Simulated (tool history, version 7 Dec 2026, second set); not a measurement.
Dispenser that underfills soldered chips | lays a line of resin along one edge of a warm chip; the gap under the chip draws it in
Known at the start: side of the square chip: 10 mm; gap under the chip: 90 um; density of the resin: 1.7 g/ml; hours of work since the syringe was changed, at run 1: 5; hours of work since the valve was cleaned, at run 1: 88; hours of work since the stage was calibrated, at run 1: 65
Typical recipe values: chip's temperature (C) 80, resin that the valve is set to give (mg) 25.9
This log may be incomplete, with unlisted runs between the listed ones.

| run | day | chip's temperature (C) | resin that the valve is set to give (mg) | hours of work since the syringe was changed | hours of work since the valve was cleaned | hours of work since the stage was calibrated | time until the resin shows at the far edge (s) | resin that the valve gave (mg) |
|---|---|---|---|---|---|---|---|---|
| 1 | 0.000 | 80 | 25.9 | 5 | 88 | 65 | 74.9 | 23.87 |
| 2 | 0.158 | 80 | 31.8 | 8 | 90 | 68 | 88.7 | 29.23 |
|  | 0.242 | new syringe of resin |
| 3 | 0.354 | 80 | 31.8 | 2 | 93 | 71 | 54.9 | 29.08 |
| 4 | 0.467 | 88 | 25.9 | 4 | 95 | 73 | 47.4 | 23.64 |
|  | 0.583 | dispensing valve cleaned and set on the balance |
| 5 | 0.708 | 88 | 25.9 | 7 | 2 | 76 | 59.9 | 25.97 |
|  | 0.825 | new syringe of resin |
| 6 | 0.908 | 80 | 25.9 | 1 | 5 | 80 | 54.4 | 26.02 |
| 7 | 1.021 | 80 | 25.9 | 3 | 7 | 82 | 63.7 | 25.89 |
| 8 | 1.238 | 80 | 25.9 | 7 | 11 | 85 | 83.8 | 25.92 |
| 9 | 1.325 | 80 | 25.9 | 8 | 12 | 87 | 93.1 | 25.92 |
|  | 1.371 | new syringe of resin |
| 10 | 1.438 | 80 | 25.9 | 1 | 14 | 88 | 55.5 | 25.55 |
| 11 | 1.633 | 80 | 25.9 | 4 | 17 | 92 | 68.4 | 25.45 |
| 12 | 1.833 | 80 | 31.2 | 8 | 21 | 95 | 90.2 | 30.77 |
|  | 1.912 | new syringe of resin |
| 13 | 2.025 | 80 | 25.9 | 2 | 24 | 98 | 57.4 | 25.34 |
| 14 | 2.212 | 80 | 25.9 | 5 | 27 | 101 | 73.1 | 25.37 |
| 15 | 2.321 | 80 | 25.9 | 7 | 29 | 103 | 85.4 | 25.54 |
|  | 2.458 | new syringe of resin |
| 16 | 2.525 | 72 | 25.9 | 1 | 32 | 106 | 73.9 | 25.26 |
| 17 | 2.642 | 80 | 25.9 | 3 | 34 | 108 | 60.7 | 25.02 |
| 18 | 2.817 | 80 | 25.9 | 6 | 37 | 111 | 77.8 | 25.29 |
| 19 | 2.954 | 80 | 25.9 | 8 | 39 | 113 | 92.7 | 25.08 |
|  | 3.017 | new syringe of resin |
| 20 | 3.121 | 80 | 25.9 | 2 | 42 | 116 | 54.7 | 25.05 |
| 21 | 3.317 | 80 | 25.9 | 5 | 45 | 119 | 71.7 | 24.96 |
| 22 | 3.483 | 77 | 26.8 | 8 | 48 | 122 | 100.5 | 25.72 |
|  | 3.562 | new syringe of resin |
| 23 | 3.688 | 80 | 22.6 | 2 | 51 | 125 | 59.5 | 21.69 |
| 24 | 3.896 | 76 | 23.4 | 6 | 54 | 129 | 89.2 | 22.38 |
| 25 | 4.054 | 94 | 25.5 | 8 | 57 | 132 | 52.7 | 24.15 |
|  | 4.112 | new syringe of resin |
| 26 | 4.267 | 69 | 25.6 | 3 | 60 | 135 | 93.5 | 24.24 |
| 27 | 4.383 | 69 | 25.6 | 5 | 62 | 137 | 109.2 | 24.30 |
| 28 | 4.567 | 69 | 25.6 | 8 | 66 | 140 | 137.9 | 24.21 |
|  | 4.662 | new syringe of resin |
| 29 | 4.712 | 91 | 27.7 | 1 | 68 | 142 | 33.8 | 26.07 |
| 30 | 4.867 | 91 | 27.7 | 3 | 70 | 145 | 40.2 | 26.03 |
| 31 | 4.954 | 80 | 22.9 | 5 | 72 | 146 | 72.0 | 21.58 |
| 32 | 5.133 | 80 | 22.9 | 8 | 75 | 149 | 93.0 | 21.54 |
|  | 5.212 | new syringe of resin |
| 33 | 5.325 | 72 | 22.1 | 2 | 78 | 152 | 80.1 | 20.58 |
| 34 | 5.446 | 72 | 22.1 | 4 | 80 | 154 | 95.1 | 20.66 |
| 35 | 5.604 | 94 | 24.0 | 7 | 83 | 157 | 46.8 | 22.30 |

Here are 3 independent what-if runs from the current tool condition. What would each one return?
| A | 5.725 | 73 | 23.3 | 9 | 85 | 159 | ? | ? |
| B | 5.725 | 80 | 27.4 | 9 | 85 | 159 | ? | ? |
| C | 5.725 | 81 | 23.5 | 9 | 85 | 159 | ? | ? |

| run | time until the resin shows at the far edge (s) | resin that the valve gave (mg) |
|---|---|---|
| A | 129.3 | 21.63 |
| B | 93.6 | 25.55 |
| C | 93.1 | 21.90 |
Stripped of hidden state, with their random variation kept, the same runs would have yielded:
| run | time until the resin shows at the far edge (s) | resin that the valve gave (mg) |
|---|---|---|
| A | 67.8 | 23.30 |
| B | 49.3 | 27.50 |
| C | 48.6 | 23.58 |
